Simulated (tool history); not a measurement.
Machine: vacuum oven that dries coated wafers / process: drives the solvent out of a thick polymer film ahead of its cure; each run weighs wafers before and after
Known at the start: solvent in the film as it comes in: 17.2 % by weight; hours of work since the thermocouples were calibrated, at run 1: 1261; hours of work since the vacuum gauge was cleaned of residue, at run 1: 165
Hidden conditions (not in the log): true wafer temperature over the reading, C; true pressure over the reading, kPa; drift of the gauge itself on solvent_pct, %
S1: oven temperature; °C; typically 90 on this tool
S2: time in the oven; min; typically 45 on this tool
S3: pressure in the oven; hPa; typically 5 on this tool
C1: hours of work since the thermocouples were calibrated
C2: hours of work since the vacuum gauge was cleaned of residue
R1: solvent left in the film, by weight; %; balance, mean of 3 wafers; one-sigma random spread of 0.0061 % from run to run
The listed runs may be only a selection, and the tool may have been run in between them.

run   hour   S1  S2     S3    C1   C2     R1
  1      0   90  45      5  1261  165  0.889
  2   12.4   90  45      5  1267  170  0.886
  3   21.5   90  47      5  1271  174  0.812
  4   39.4   90  47      5  1279  183  0.809
  5   49.9   90  47      5  1284  187  0.801
  6     64   97  71      5  1290  194  0.199
  7   73.1   92  44  11.37  1294  198  0.934
  8   86.1   92  58   7.76  1300  204  0.494
  9   95.7  101  29  11.49  1305  208  0.585
 10  106.6  101  29  11.49  1310  213   0.59

Table of differences, measured result less the result of that run with no hidden state. Run-to-run variation is the same in both. Gauge scatter possibly is not:
run      R1
  1  -0.104
  2  -0.104
  3  -0.095
  4  -0.095
  5  -0.096
  6  +0.003
  7  -0.087
  8  -0.035
  9   -0.05
 10  -0.051

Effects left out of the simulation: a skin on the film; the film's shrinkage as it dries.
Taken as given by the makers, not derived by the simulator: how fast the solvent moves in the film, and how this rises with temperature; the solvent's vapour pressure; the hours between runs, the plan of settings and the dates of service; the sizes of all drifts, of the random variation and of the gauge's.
